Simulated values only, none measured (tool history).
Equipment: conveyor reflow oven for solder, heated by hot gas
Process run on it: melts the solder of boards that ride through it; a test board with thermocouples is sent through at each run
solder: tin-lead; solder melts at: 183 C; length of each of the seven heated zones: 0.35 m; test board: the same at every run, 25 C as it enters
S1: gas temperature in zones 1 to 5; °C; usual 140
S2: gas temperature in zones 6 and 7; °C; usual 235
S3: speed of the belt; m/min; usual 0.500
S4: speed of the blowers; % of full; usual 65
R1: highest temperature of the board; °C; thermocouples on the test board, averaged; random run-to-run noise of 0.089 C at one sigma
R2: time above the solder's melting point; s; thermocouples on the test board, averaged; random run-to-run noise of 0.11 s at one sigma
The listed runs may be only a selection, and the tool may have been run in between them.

run	hour	S1	S2	S3	S4	R1	R2
1	0.0	140	235	0.500	65	221.04	67.3
2	7.5	140	235	0.500	65	221.09	67.4
3	18.1	140	235	0.500	65	221.23	67.3
4	28.5	140	235	0.500	65	221.19	67.2
5	44.0	140	235	0.500	65	221.30	67.3
6	52.8	140	235	0.500	65	221.13	67.1
7	64.8	132	235	0.500	65	219.82	63.2
8	77.0	140	235	0.500	64	220.90	67.0
9	91.8	140	235	0.500	64	220.95	66.8
10	104.1	140	235	0.500	65	221.21	67.2
11	112.5	140	235	0.443	65	224.85	79.5
12	119.9	140	235	0.500	65	221.23	67.3
13	136.2	140	235	0.500	65	221.16	67.1
14	147.0	141	236	0.500	65	222.20	68.3
15	155.0	140	242	0.506	65	227.00	70.3
16	164.0	140	242	0.506	65	227.15	70.2
17	180.7	140	242	0.506	65	226.93	70.3
18	192.4	142	235	0.500	65	221.42	68.5
19	203.0	142	235	0.500	65	221.55	68.3
20	214.7	142	235	0.561	65	217.75	57.4
21	227.7	138	235	0.537	56	215.79	56.9
22	238.7	136	245	0.500	57	226.99	69.5
23	246.2	144	235	0.500	80	225.00	72.0
24	256.6	144	235	0.500	82	225.28	72.2

Measured less the same run without the tool's hidden state. The same run-to-run variation is in both; the gauge's scatter may not be:
Hidden state present: heat that the gas passes to the board, % of a clean oven's; belt's true speed, % of the reading; true gas temperature in zones 6 and 7 over the reading, C; drift of the gauge itself on peak_c, C; drift of the gauge itself on liquid_s, %.
run	R1	R2
1	+1.32	+1.1
2	+1.33	+1.2
3	+1.33	+1.1
4	+1.33	+1.1
5	+1.34	+1.1
6	+1.35	+1.2
7	+1.33	+1.2
8	+1.36	+1.1
9	+1.36	+1.1
10	+1.37	+1.2
11	+1.50	+1.3
12	+1.38	+1.1
13	+1.38	+1.2
14	+1.39	+1.2
15	+1.37	+1.2
16	+1.38	+1.1
17	+1.38	+1.1
18	+1.41	+1.2
19	+1.42	+1.2
20	+1.28	+1.1
21	+1.34	+1.3
22	+1.40	+1.2
23	+1.46	+1.1
24	+1.47	+1.2

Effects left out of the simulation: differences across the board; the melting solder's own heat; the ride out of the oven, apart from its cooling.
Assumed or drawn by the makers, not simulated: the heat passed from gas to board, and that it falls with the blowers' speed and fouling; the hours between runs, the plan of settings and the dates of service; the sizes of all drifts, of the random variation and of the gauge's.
